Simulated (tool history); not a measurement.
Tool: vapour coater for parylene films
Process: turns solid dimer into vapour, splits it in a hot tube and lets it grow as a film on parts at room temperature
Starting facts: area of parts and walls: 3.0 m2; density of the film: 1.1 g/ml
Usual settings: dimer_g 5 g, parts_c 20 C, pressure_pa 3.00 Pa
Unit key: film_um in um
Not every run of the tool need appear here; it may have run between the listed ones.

run,hour,dimer_g,parts_c,pressure_pa,film_um
1,0.0,5,20,3.00,0.93
2,30.3,5,20,3.00,0.93
3,62.6,5,20,3.00,0.93
4,80.9,5,20,3.00,0.94
5,99.3,5,20,3.00,0.91
6,135.8,5,20,8.60,0.76
7,150.8,5,20,8.60,0.75
# hour 155.0: table's thermometer calibrated
8,166.8,8,20,8.60,1.19
9,182.6,8,20,8.60,1.15
10,216.0,8,20,8.60,1.19
11,244.4,8,20,8.60,1.17
12,276.7,8,20,8.60,1.18
# hour 288.4: table's thermometer calibrated, once more
13,304.0,8,20,8.60,1.14
14,333.3,8,28,2.06,1.17
15,352.7,5,20,2.44,0.89
16,376.6,5,12,3.18,1.05
17,409.3,5,21,3.00,0.82

What does the tool deliver on the next run?
18,440.2,5,21,3.00,?

Run 18 measured film_um 0.81 um.
Take away the tool's hidden state, keep the run-to-run variation as it was, and the same run would have given film_um 0.91 um.
